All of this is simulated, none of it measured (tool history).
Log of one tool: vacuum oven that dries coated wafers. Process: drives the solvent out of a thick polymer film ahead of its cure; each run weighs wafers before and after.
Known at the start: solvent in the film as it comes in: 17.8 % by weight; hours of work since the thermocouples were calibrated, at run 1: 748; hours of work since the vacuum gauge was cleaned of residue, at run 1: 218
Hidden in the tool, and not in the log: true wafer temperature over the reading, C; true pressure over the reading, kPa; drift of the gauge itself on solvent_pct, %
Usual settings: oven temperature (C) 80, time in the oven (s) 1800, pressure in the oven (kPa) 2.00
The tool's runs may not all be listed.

run	hour	oven temperature (C)	time in the oven (s)	pressure in the oven (kPa)	hours of work since the thermocouples were calibrated	hours of work since the vacuum gauge was cleaned of residue	solvent left in the film (%)
1	0.0	80	1800	2.00	748	218	1.85
# hour 27.5: oven's thermocouples calibrated
2	27.5	78	1800	2.00	0	233	2.25
3	53.0	78	1800	2.00	15	249	2.25
4	82.6	78	1380	2.00	33	267	3.47
5	108.6	78	1380	2.00	49	282	3.38
6	129.7	78	1380	2.00	61	295	3.48
7	147.0	80	1260	2.72	72	305	3.48
8	178.4	76	1260	2.72	91	324	4.67
9	207.4	67	1260	1.60	108	341	7.23
10	236.9	67	960	1.14	126	359	8.42
11	269.8	67	960	1.14	145	379	8.38
12	299.9	75	960	1.14	164	397	5.99

4 ways to go on from here, each from the tool as it stands after run 12. What would each give?
A	319.4	80	3240	1.50	175	409	?
B	319.4	78	1080	1.31	175	409	?
C	319.4	80	2580	7.96	175	409	?
D	319.4	75	1920	2.34	175	409	?

run	solvent left in the film (%)
A	0.52
B	4.53
C	2.15
D	2.92
Without the tool's hidden state the same runs would have given:
run	solvent left in the film (%)
A	0.52
B	4.53
C	2.15
D	2.92
